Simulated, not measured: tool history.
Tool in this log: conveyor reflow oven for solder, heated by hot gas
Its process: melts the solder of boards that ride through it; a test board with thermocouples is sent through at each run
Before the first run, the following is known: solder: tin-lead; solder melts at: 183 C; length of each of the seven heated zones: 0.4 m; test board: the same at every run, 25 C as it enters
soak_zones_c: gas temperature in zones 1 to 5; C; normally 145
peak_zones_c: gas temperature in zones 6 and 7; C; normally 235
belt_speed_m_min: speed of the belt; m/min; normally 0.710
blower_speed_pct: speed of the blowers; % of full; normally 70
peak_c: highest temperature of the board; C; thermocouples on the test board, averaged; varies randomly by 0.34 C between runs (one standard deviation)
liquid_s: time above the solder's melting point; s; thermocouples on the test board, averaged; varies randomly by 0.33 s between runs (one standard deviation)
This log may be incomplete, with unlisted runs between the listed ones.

run 1 hour=0.0 | soak_zones_c=145 peak_zones_c=235 belt_speed_m_min=0.710 blower_speed_pct=70 | peak_c=220.0 liquid_s=56.1
run 2 hour=24.5 | soak_zones_c=145 peak_zones_c=235 belt_speed_m_min=0.710 blower_speed_pct=70 | peak_c=220.9 liquid_s=55.8
run 3 hour=47.8 | soak_zones_c=145 peak_zones_c=235 belt_speed_m_min=0.710 blower_speed_pct=70 | peak_c=221.2 liquid_s=55.8
run 4 hour=81.4 | soak_zones_c=145 peak_zones_c=235 belt_speed_m_min=0.710 blower_speed_pct=70 | peak_c=221.2 liquid_s=55.8
-- hour=87.9 flux residue cleaned out of gas plates and filters
run 5 hour=109.8 | soak_zones_c=157 peak_zones_c=235 belt_speed_m_min=0.710 blower_speed_pct=70 | peak_c=225.5 liquid_s=62.2
run 6 hour=127.9 | soak_zones_c=145 peak_zones_c=235 belt_speed_m_min=0.607 blower_speed_pct=70 | peak_c=227.3 liquid_s=70.2
run 7 hour=147.3 | soak_zones_c=145 peak_zones_c=235 belt_speed_m_min=0.710 blower_speed_pct=70 | peak_c=222.2 liquid_s=57.1
run 8 hour=173.4 | soak_zones_c=145 peak_zones_c=235 belt_speed_m_min=0.649 blower_speed_pct=70 | peak_c=225.9 liquid_s=64.2
run 9 hour=194.2 | soak_zones_c=145 peak_zones_c=235 belt_speed_m_min=0.781 blower_speed_pct=70 | peak_c=219.4 liquid_s=49.2
run 10 hour=224.8 | soak_zones_c=145 peak_zones_c=235 belt_speed_m_min=0.781 blower_speed_pct=70 | peak_c=219.5 liquid_s=50.7
run 11 hour=241.6 | soak_zones_c=145 peak_zones_c=235 belt_speed_m_min=0.781 blower_speed_pct=70 | peak_c=219.9 liquid_s=49.5
run 12 hour=263.6 | soak_zones_c=145 peak_zones_c=235 belt_speed_m_min=0.781 blower_speed_pct=70 | peak_c=219.7 liquid_s=49.3
run 13 hour=293.1 | soak_zones_c=145 peak_zones_c=235 belt_speed_m_min=0.781 blower_speed_pct=70 | peak_c=219.1 liquid_s=49.4
run 14 hour=313.9 | soak_zones_c=145 peak_zones_c=235 belt_speed_m_min=0.781 blower_speed_pct=70 | peak_c=219.5 liquid_s=49.0
run 15 hour=330.2 | soak_zones_c=145 peak_zones_c=235 belt_speed_m_min=0.781 blower_speed_pct=70 | peak_c=219.3 liquid_s=49.4
run 16 hour=351.3 | soak_zones_c=145 peak_zones_c=246 belt_speed_m_min=0.763 blower_speed_pct=58 | peak_c=225.8 liquid_s=54.2
run 17 hour=386.4 | soak_zones_c=154 peak_zones_c=246 belt_speed_m_min=0.777 blower_speed_pct=58 | peak_c=227.0 liquid_s=57.3
run 18 hour=406.2 | soak_zones_c=154 peak_zones_c=246 belt_speed_m_min=0.777 blower_speed_pct=58 | peak_c=226.0 liquid_s=56.7
run 19 hour=422.8 | soak_zones_c=153 peak_zones_c=231 belt_speed_m_min=0.578 blower_speed_pct=68 | peak_c=225.7 liquid_s=76.2
run 20 hour=437.6 | soak_zones_c=153 peak_zones_c=247 belt_speed_m_min=0.590 blower_speed_pct=68 | peak_c=239.4 liquid_s=81.8
-- hour=464.8 thermocouples of zones 6 and 7 changed
run 21 hour=466.2 | soak_zones_c=153 peak_zones_c=247 belt_speed_m_min=0.590 blower_speed_pct=68 | peak_c=235.4 liquid_s=79.2
run 22 hour=487.1 | soak_zones_c=153 peak_zones_c=247 belt_speed_m_min=0.590 blower_speed_pct=68 | peak_c=236.0 liquid_s=79.6
run 23 hour=518.9 | soak_zones_c=155 peak_zones_c=238 belt_speed_m_min=0.797 blower_speed_pct=51 | peak_c=214.3 liquid_s=47.2
run 24 hour=535.6 | soak_zones_c=155 peak_zones_c=238 belt_speed_m_min=0.764 blower_speed_pct=51 | peak_c=215.5 liquid_s=50.8
run 25 hour=560.8 | soak_zones_c=140 peak_zones_c=238 belt_speed_m_min=0.764 blower_speed_pct=51 | peak_c=211.0 liquid_s=42.2
run 26 hour=596.4 | soak_zones_c=139 peak_zones_c=232 belt_speed_m_min=0.764 blower_speed_pct=79 | peak_c=214.3 liquid_s=46.5
run 27 hour=612.0 | soak_zones_c=140 peak_zones_c=232 belt_speed_m_min=0.686 blower_speed_pct=79 | peak_c=217.7 liquid_s=54.7
-- hour=619.3 flux residue cleaned out of gas plates and filters
run 28 hour=647.9 | soak_zones_c=154 peak_zones_c=232 belt_speed_m_min=0.686 blower_speed_pct=79 | peak_c=220.6 liquid_s=62.6
run 29 hour=675.0 | soak_zones_c=156 peak_zones_c=236 belt_speed_m_min=0.811 blower_speed_pct=62 | peak_c=217.0 liquid_s=49.7
run 30 hour=709.1 | soak_zones_c=156 peak_zones_c=227 belt_speed_m_min=0.659 blower_speed_pct=62 | peak_c=215.3 liquid_s=61.4

How would selected steps in peak_c from run to run divide? Give the signed amount a tool lacking its hidden state would still show from settings, what came in and random variation, and the signed amount left for the hidden state, including any gauge scatter that is not in both of the compared results.
Unlogged tool condition in this case: heat that the gas passes to the board, % of a clean oven's; belt's true speed, % of the reading; true gas temperature in zones 6 and 7 over the reading, C; drift of the gauge itself on peak_c, C; drift of the gauge itself on liquid_s, %.
Run 4 -> 5: soak_zones_c 145 -> 157, flux residue cleaned out of gas plates and filters. peak_c +4.3 C: hidden state +1.6, all else +2.7.
Run 8 -> 9: belt_speed_m_min 0.649 -> 0.781. peak_c -6.5 C: hidden state -0.2, all else -6.3.
Run 19 -> 20: peak_zones_c 231 -> 247, belt_speed_m_min 0.578 -> 0.590. peak_c +13.7 C: hidden state +0.0, all else +13.7.
Run 20 -> 21: thermocouples of zones 6 and 7 changed. peak_c -4.0 C: hidden state -4.2, all else +0.2.
Run 22 -> 23: soak_zones_c 153 -> 155, peak_zones_c 247 -> 238, belt_speed_m_min 0.590 -> 0.797, blower_speed_pct 68 -> 51. peak_c -21.7 C: hidden state +0.1, all else -21.8.
Run 27 -> 28: soak_zones_c 140 -> 154, flux residue cleaned out of gas plates and filters. peak_c +2.9 C: hidden state +1.2, all else +1.7.

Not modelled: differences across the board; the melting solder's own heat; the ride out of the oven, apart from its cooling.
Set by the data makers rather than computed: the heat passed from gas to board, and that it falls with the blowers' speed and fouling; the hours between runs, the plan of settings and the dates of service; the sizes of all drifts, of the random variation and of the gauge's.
